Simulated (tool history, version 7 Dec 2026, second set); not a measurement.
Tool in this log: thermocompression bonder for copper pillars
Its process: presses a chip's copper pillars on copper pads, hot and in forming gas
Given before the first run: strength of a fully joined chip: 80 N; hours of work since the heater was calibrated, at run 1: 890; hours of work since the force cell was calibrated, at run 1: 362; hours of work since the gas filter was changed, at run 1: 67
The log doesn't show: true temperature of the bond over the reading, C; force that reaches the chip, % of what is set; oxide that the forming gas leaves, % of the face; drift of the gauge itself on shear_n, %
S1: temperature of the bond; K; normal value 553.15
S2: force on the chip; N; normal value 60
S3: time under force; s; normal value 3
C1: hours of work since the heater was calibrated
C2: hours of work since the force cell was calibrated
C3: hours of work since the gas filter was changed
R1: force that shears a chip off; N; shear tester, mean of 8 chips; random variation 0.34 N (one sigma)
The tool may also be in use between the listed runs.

Run 1, hour 0: usual settings; C1 890; C2 362; C3 67. Result: R1 53 N.
Run 2, hour 8.9: usual settings; C1 897; C2 369; C3 74. Result: R1 53.2 N.
Run 3, hour 23: usual settings; C1 907; C2 379; C3 84. Result: R1 53.8 N.
Run 4, hour 39.5: usual settings; C1 919; C2 391; C3 96. Result: R1 53.4 N.
Run 5, hour 52.9: usual settings; C1 929; C2 401; C3 106. Result: R1 53.8 N.
Run 6, hour 62.3: usual settings; C1 935; C2 408; C3 113. Result: R1 53.1 N.
Run 7, hour 71.7: usual settings; C1 942; C2 415; C3 120. Result: R1 53.9 N.
Run 8, hour 87.3: usual settings; C1 954; C2 426; C3 131. Result: R1 53.7 N.
Run 9, hour 98.9: usual settings but S1 531.15 K, S2 54 N, S3 4 s; C1 962; C2 435; C3 140. Result: R1 45.3 N.
At hour 104.3: forming gas filter changed.
Run 10, hour 110.3: usual settings but S3 6 s; C1 970; C2 443; C3 4. Result: R1 62.7 N.
Run 11, hour 122.3: usual settings but S3 6 s; C1 979; C2 451; C3 13. Result: R1 63.1 N.
Run 12, hour 136.3: usual settings but S3 6 s; C1 989; C2 461; C3 23. Result: R1 63.3 N.
Run 13, hour 145.6: usual settings but S1 571.15 K, S3 5 s; C1 996; C2 468; C3 30. Result: R1 66.6 N.
Run 14, hour 153.7: usual settings but S1 571.15 K, S3 5 s; C1 1002; C2 474; C3 36. Result: R1 66.1 N.
Run 15, hour 165.7: usual settings but S1 544.15 K, S2 85 N; C1 1011; C2 483; C3 45. Result: R1 63.6 N.

What if the next run were any one of these 5? Each begins from the tool's condition after run 15:
Run A, hour 180.9: usual settings but S1 561.15 K, S2 63 N, S3 2 s; C1 1022; C2 494; C3 56. Result: R1 ?.
Run B, hour 180.9: usual settings but S1 534.15 K, S2 78 N; C1 1022; C2 494; C3 56. Result: R1 ?.
Run C, hour 180.9: usual settings but S1 564.15 K, S2 41 N; C1 1022; C2 494; C3 56. Result: R1 ?.
Run D, hour 180.9: usual settings but S1 578.15 K, S3 4 s; C1 1022; C2 494; C3 56. Result: R1 ?.
Run E, hour 180.9: usual settings but S1 542.15 K, S2 44 N, S3 6 s; C1 1022; C2 494; C3 56. Result: R1 ?.

run    R1
  A  51.9
  B  56.5
  C  42.2
  D  65.4
  E    47
Without the tool's unlogged condition, the same runs would have read:
run    R1
  A  52.1
  B  56.6
  C  42.3
  D  65.5
  E  47.1

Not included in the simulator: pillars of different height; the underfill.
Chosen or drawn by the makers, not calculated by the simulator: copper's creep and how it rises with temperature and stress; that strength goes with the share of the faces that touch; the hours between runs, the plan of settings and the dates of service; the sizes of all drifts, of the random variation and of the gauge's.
